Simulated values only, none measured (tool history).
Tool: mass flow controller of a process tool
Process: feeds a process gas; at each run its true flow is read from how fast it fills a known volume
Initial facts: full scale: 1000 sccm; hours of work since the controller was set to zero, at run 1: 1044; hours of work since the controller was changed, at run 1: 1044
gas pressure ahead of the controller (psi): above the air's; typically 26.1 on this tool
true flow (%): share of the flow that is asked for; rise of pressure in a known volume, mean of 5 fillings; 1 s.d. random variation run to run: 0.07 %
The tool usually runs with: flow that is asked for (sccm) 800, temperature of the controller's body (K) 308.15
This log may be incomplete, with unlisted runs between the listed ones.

run	hour	flow that is asked for (sccm)	gas pressure ahead of the controller (psi)	temperature of the controller's body (K)	hours of work since the controller was set to zero	hours of work since the controller was changed	true flow (%)
1	0.0	800	26.1	308.15	1044	1044	98.89
2	79.9	800	26.1	311.15	1080	1080	98.68
3	153.0	800	26.1	308.15	1114	1114	99.00
4	217.1	800	26.1	308.15	1143	1143	98.95
5	259.8	800	26.1	308.15	1162	1162	98.85
6	300.0	800	26.1	308.15	1180	1180	98.98
7	351.7	800	26.1	308.15	1204	1204	98.92
8	402.2	800	26.1	308.15	1226	1226	98.92
9	474.8	800	26.1	308.15	1259	1259	98.88
10	551.5	800	26.1	308.15	1294	1294	98.82
11	634.4	800	28.7	308.15	1332	1332	98.61
12	708.6	800	28.7	308.15	1365	1365	98.67
13	749.5	800	26.1	308.15	1384	1384	98.72
14	813.9	800	26.1	308.15	1413	1413	98.80
15	886.4	800	26.1	305.15	1446	1446	98.96
16	951.6	800	26.1	293.15	1475	1475	99.86
17	995.9	800	26.1	308.15	1495	1495	98.63
18	1045.6	800	26.1	308.15	1518	1518	98.76
19	1130.0	800	26.1	308.15	1556	1556	98.79
20	1167.8	800	26.1	308.15	1573	1573	98.72
21	1206.0	800	26.1	308.15	1590	1590	98.81
22	1248.6	800	26.1	302.15	1610	1610	99.04
# hour 1257.3: controller's zero set anew
23	1294.9	800	26.1	301.15	17	1630	99.00
24	1385.6	800	26.1	301.15	58	1672	99.04
# hour 1391.0: controller's zero set anew, once more
25	1449.1	800	25.5	306.15	26	1700	99.16
26	1495.2	800	35.2	294.15	47	1721	99.70
27	1571.1	800	21.3	304.15	82	1755	99.38
28	1625.4	526	20.5	308.15	106	1780	99.19
29	1693.2	526	20.5	308.15	137	1811	99.08
30	1756.8	526	20.5	308.15	166	1839	99.02
31	1804.8	800	31.6	296.15	187	1861	99.56
32	1872.4	627	23.9	294.15	218	1892	100.03
33	1934.6	627	23.9	294.15	246	1920	100.05
34	1981.1	435	28.7	294.15	267	1941	99.68
35	2039.0	435	28.7	294.15	293	1967	99.48
36	2077.4	435	28.7	294.15	311	1985	99.62
37	2143.4	184	26.1	299.15	341	2015	98.99
38	2189.6	184	26.1	299.15	362	2035	98.97
39	2268.3	184	26.1	299.15	397	2071	98.95
40	2334.8	512	26.8	309.15	427	2101	98.67
41	2409.2	512	26.8	309.15	461	2135	98.60
42	2454.4	512	26.8	309.15	482	2155	98.60
43	2541.4	155	26.8	300.15	521	2195	98.63
44	2623.1	155	26.8	300.15	558	2232	98.60
45	2661.7	155	26.8	300.15	575	2249	98.62
46	2736.7	155	26.8	300.15	609	2283	98.51
47	2774.2	800	22.5	305.15	626	2300	99.19
48	2860.4	186	27.8	305.15	665	2339	98.13

What if the next run were any one of these 4? Each begins from the tool's condition after run 48:
A	2945.1	607	24.4	298.15	704	2378	?
B	2945.1	249	39.7	302.15	704	2378	?
C	2945.1	551	26.1	308.15	704	2378	?
D	2945.1	769	26.1	308.15	704	2378	?

run	true flow (%)
A	99.49
B	98.06
C	98.62
D	98.70
Without the tool's unlogged condition, the same runs would have read:
run	true flow (%)
A	100.07
B	98.92
C	99.22
D	99.24

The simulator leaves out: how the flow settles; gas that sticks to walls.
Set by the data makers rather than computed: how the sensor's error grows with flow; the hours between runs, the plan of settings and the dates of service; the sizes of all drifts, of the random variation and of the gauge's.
